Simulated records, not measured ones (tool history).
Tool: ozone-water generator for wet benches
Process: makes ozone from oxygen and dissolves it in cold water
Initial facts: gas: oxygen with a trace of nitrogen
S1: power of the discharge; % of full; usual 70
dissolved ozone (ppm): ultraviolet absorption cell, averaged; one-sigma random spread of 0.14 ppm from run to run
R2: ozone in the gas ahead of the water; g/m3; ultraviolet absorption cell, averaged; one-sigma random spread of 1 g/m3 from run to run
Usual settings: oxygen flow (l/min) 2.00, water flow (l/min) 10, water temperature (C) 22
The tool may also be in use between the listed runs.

run 1 hour=0.0 | S1=70 oxygen_flow_(l/min)=2.00 water_flow_(l/min)=10 water_temperature_(C)=22 | dissolved_ozone_(ppm)=15.5 R2=175.7
run 2 hour=29.5 | S1=70 oxygen_flow_(l/min)=2.00 water_flow_(l/min)=10 water_temperature_(C)=22 | dissolved_ozone_(ppm)=15.4 R2=177.0
run 3 hour=71.0 | S1=70 oxygen_flow_(l/min)=2.00 water_flow_(l/min)=10 water_temperature_(C)=22 | dissolved_ozone_(ppm)=15.5 R2=175.8
run 4 hour=134.7 | S1=70 oxygen_flow_(l/min)=2.00 water_flow_(l/min)=10 water_temperature_(C)=22 | dissolved_ozone_(ppm)=15.6 R2=176.4
run 5 hour=195.2 | S1=45 oxygen_flow_(l/min)=2.00 water_flow_(l/min)=10 water_temperature_(C)=22 | dissolved_ozone_(ppm)=10.3 R2=115.2
run 6 hour=254.6 | S1=45 oxygen_flow_(l/min)=2.00 water_flow_(l/min)=10 water_temperature_(C)=22 | dissolved_ozone_(ppm)=10.3 R2=117.9
run 7 hour=315.4 | S1=45 oxygen_flow_(l/min)=2.00 water_flow_(l/min)=10 water_temperature_(C)=22 | dissolved_ozone_(ppm)=10.3 R2=117.2
run 8 hour=378.2 | S1=70 oxygen_flow_(l/min)=2.00 water_flow_(l/min)=10 water_temperature_(C)=22 | dissolved_ozone_(ppm)=15.6 R2=176.8
run 9 hour=434.5 | S1=70 oxygen_flow_(l/min)=2.00 water_flow_(l/min)=10 water_temperature_(C)=22 | dissolved_ozone_(ppm)=15.3 R2=179.0
run 10 hour=494.4 | S1=70 oxygen_flow_(l/min)=2.13 water_flow_(l/min)=10 water_temperature_(C)=22 | dissolved_ozone_(ppm)=15.4 R2=170.9
run 11 hour=540.4 | S1=70 oxygen_flow_(l/min)=2.13 water_flow_(l/min)=10 water_temperature_(C)=22 | dissolved_ozone_(ppm)=15.2 R2=172.4
run 12 hour=585.5 | S1=70 oxygen_flow_(l/min)=3.01 water_flow_(l/min)=10 water_temperature_(C)=22 | dissolved_ozone_(ppm)=15.3 R2=141.1
run 13 hour=639.0 | S1=70 oxygen_flow_(l/min)=2.00 water_flow_(l/min)=10 water_temperature_(C)=22 | dissolved_ozone_(ppm)=15.5 R2=179.3
run 14 hour=705.2 | S1=70 oxygen_flow_(l/min)=1.59 water_flow_(l/min)=10 water_temperature_(C)=22 | dissolved_ozone_(ppm)=15.2 R2=205.5
run 15 hour=763.5 | S1=48 oxygen_flow_(l/min)=1.46 water_flow_(l/min)=10 water_temperature_(C)=22 | dissolved_ozone_(ppm)=10.9 R2=150.6
run 16 hour=818.1 | S1=84 oxygen_flow_(l/min)=2.00 water_flow_(l/min)=15 water_temperature_(C)=21 | dissolved_ozone_(ppm)=12.7 R2=214.1
-- hour=865.5 gauge calibrated
run 17 hour=889.6 | S1=90 oxygen_flow_(l/min)=1.50 water_flow_(l/min)=10 water_temperature_(C)=23 | dissolved_ozone_(ppm)=19.3 R2=262.1
run 18 hour=959.4 | S1=90 oxygen_flow_(l/min)=1.50 water_flow_(l/min)=10 water_temperature_(C)=23 | dissolved_ozone_(ppm)=19.3 R2=263.3
run 19 hour=995.7 | S1=90 oxygen_flow_(l/min)=1.50 water_flow_(l/min)=10 water_temperature_(C)=23 | dissolved_ozone_(ppm)=19.3 R2=265.4

Run 20 comes next. What will it give?
run 20 hour=1054.6 | S1=46 oxygen_flow_(l/min)=1.12 water_flow_(l/min)=10 water_temperature_(C)=23 | dissolved_ozone_(ppm)=? R2=?

dissolved ozone (ppm): 9.9
R2: 165.8 g/m3
With no hidden state in the tool, this same run would have given dissolved ozone (ppm) 9.9, R2 164.8 g/m3.
